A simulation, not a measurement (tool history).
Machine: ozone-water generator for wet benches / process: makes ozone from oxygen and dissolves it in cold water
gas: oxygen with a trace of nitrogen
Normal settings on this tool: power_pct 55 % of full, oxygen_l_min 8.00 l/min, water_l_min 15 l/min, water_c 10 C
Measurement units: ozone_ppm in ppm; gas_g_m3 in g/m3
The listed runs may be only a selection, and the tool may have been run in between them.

run,hour,power_pct,oxygen_l_min,water_l_min,water_c,ozone_ppm,gas_g_m3
1,0.0,55,8.00,15,10,41.0,217.5
2,28.8,55,8.00,15,10,41.5,218.6
3,93.5,55,8.00,15,10,41.3,216.7
4,131.9,55,8.00,15,10,41.2,217.5
5,181.1,74,8.00,15,10,53.3,281.1
6,222.6,74,8.00,15,10,53.3,283.2
7,272.6,55,8.00,15,10,41.6,218.5
8,327.8,55,8.00,15,9,42.1,217.5
9,389.7,55,8.99,15,9,41.2,202.8
10,417.3,55,8.99,15,9,41.0,202.5
11,463.2,56,4.93,15,6,46.4,293.1
# hour 513.6: contactor cleaned
12,515.4,77,4.93,23,6,44.0,386.9
13,572.3,77,4.93,23,6,43.4,384.6
14,637.6,55,6.21,14,10,44.2,249.6
15,670.6,55,6.21,14,10,44.8,249.7
16,723.2,55,6.21,14,10,44.7,250.3
17,779.3,55,8.00,12,10,46.8,215.9
18,825.2,55,12.18,20,10,32.6,169.9
19,878.1,55,8.00,13,10,44.7,213.7
20,926.2,55,8.00,13,10,45.2,216.2

Below, each run's measurement less what the same run would have read without the hidden state. Both values contain the same run-to-run variation, but the gauge's scatter may not be the same in both:
Hidden state present: yield of the discharge, % of new electrodes'; contactor's efficiency, % of a clean one's; true water temperature over the reading, C; drift of the gauge itself on ozone_ppm, %; drift of the gauge itself on gas_g_m3, %.
run,gas_g_m3
1,-0.1
2,-0.1
3,-0.4
4,-0.6
5,-1.0
6,-1.2
7,-1.2
8,-1.4
9,-1.5
10,-1.6
11,-2.6
12,-3.8
13,-4.1
14,-3.0
15,-3.1
16,-3.5
17,-3.2
18,-2.6
19,-3.5
20,-3.8
ozone_ppm without the hidden state stays within 0.1 ppm of what was measured, in all runs.
